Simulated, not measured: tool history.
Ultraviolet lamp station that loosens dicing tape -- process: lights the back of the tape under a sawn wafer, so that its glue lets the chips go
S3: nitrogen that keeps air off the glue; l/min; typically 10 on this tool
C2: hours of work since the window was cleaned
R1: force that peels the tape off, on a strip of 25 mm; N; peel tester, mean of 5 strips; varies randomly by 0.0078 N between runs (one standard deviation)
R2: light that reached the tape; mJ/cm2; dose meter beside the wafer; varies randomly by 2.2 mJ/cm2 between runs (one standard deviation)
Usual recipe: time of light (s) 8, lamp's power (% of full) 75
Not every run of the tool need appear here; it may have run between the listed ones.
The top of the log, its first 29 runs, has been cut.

Run 30, hour 307.2: usual settings but S3 7 l/min; hours of work of the lamp 274; C2 189. Result: R1 0.517 N, R2 164 mJ/cm2.
Run 31, hour 320.9: usual settings but lamp's power (% of full) 93, S3 13 l/min; hours of work of the lamp 280; C2 195. Result: R1 0.291 N, R2 198 mJ/cm2.
Run 32, hour 334.5: usual settings but lamp's power (% of full) 70; hours of work of the lamp 286; C2 201. Result: R1 0.51 N, R2 148 mJ/cm2.
Run 33, hour 345: usual settings but time of light (s) 5, lamp's power (% of full) 76; hours of work of the lamp 291; C2 206. Result: R1 1.042 N, R2 102 mJ/cm2.
Run 34, hour 356.1: usual settings but lamp's power (% of full) 62, S3 9 l/min; hours of work of the lamp 296; C2 211. Result: R1 0.723 N, R2 128 mJ/cm2.
Run 35, hour 364.5: usual settings but time of light (s) 12, S3 5 l/min; hours of work of the lamp 300; C2 215. Result: R1 0.306 N, R2 236 mJ/cm2.
Run 36, hour 379.1: usual settings but lamp's power (% of full) 76; hours of work of the lamp 306; C2 221. Result: R1 0.435 N, R2 152 mJ/cm2.
Run 37, hour 386.5: usual settings but lamp's power (% of full) 76; hours of work of the lamp 310; C2 225. Result: R1 0.428 N, R2 154 mJ/cm2.
Run 38, hour 400.5: usual settings but lamp's power (% of full) 76; hours of work of the lamp 316; C2 231. Result: R1 0.464 N, R2 158 mJ/cm2.

Here are 3 independent what-if runs from the current tool condition. What would each one return?
Run A, hour 408.3: usual settings but time of light (s) 5, lamp's power (% of full) 61, S3 17 l/min; hours of work of the lamp 319; C2 234. Result: R1 ?, R2 ?.
Run B, hour 408.3: usual settings but time of light (s) 6, lamp's power (% of full) 95, S3 15 l/min; hours of work of the lamp 319; C2 234. Result: R1 ?, R2 ?.
Run C, hour 408.3: usual settings but lamp's power (% of full) 66; hours of work of the lamp 319; C2 234. Result: R1 ?, R2 ?.

run     R1   R2
  A  1.377   79
  B  0.435  145
  C  0.605  134
Had the tool no hidden state, the same runs would have come out as:
run     R1   R2
  A  0.852  102
  B  0.288  189
  C  0.367  175

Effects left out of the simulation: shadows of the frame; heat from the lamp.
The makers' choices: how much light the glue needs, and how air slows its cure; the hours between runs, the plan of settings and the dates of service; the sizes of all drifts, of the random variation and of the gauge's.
